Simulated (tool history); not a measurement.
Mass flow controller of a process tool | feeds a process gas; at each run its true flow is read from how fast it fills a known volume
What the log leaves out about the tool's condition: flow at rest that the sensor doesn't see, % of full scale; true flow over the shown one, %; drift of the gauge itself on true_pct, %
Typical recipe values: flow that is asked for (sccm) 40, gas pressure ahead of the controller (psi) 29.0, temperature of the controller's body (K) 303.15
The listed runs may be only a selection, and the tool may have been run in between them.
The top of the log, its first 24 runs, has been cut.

run,hour,flow that is asked for (sccm),gas pressure ahead of the controller (psi),temperature of the controller's body (K),hours of work since the controller was set to zero,hours of work since the controller was changed,true flow (%)
25,1551.4,91,29.0,303.15,153,153,100.45
26,1599.5,91,29.0,303.15,170,170,100.44
27,1661.6,12,31.9,303.15,193,193,99.64
28,1704.1,30,36.5,295.15,209,209,98.34
29,1786.5,40,26.0,294.15,239,239,98.98
30,1837.3,15,32.8,303.15,258,258,99.56
31,1898.5,40,38.9,305.15,280,280,99.62
32,1962.5,55,37.1,305.15,304,304,99.87
33,2042.3,14,29.0,295.15,333,333,98.93
34,2119.1,97,38.1,299.15,362,362,99.60
35,2193.3,40,29.0,306.15,389,389,100.38
36,2248.7,40,29.0,306.15,409,409,100.36
37,2291.5,50,29.3,308.15,425,425,100.58
38,2340.6,13,29.6,303.15,443,443,100.09
39,2408.2,31,27.7,301.15,468,468,99.78
40,2463.6,83,25.2,303.15,488,488,100.63
41,2543.7,71,29.0,298.15,518,518,99.74
42,2618.4,71,29.0,298.15,545,545,99.79
43,2674.3,16,29.0,299.15,566,566,99.66

4 options for the next run, each taken on its own from the tool as it stands now. Forecast them:
A,2761.8,16,21.8,299.15,598,598,?
B,2761.8,10,38.4,307.15,598,598,?
C,2761.8,17,29.0,308.15,598,598,?
D,2761.8,40,29.0,303.15,598,598,?

run,true flow (%)
A,100.10
B,100.51
C,100.74
D,100.06
What these runs would have given with no unlogged condition in the tool:
run,true flow (%)
A,99.35
B,99.33
C,100.03
D,99.73
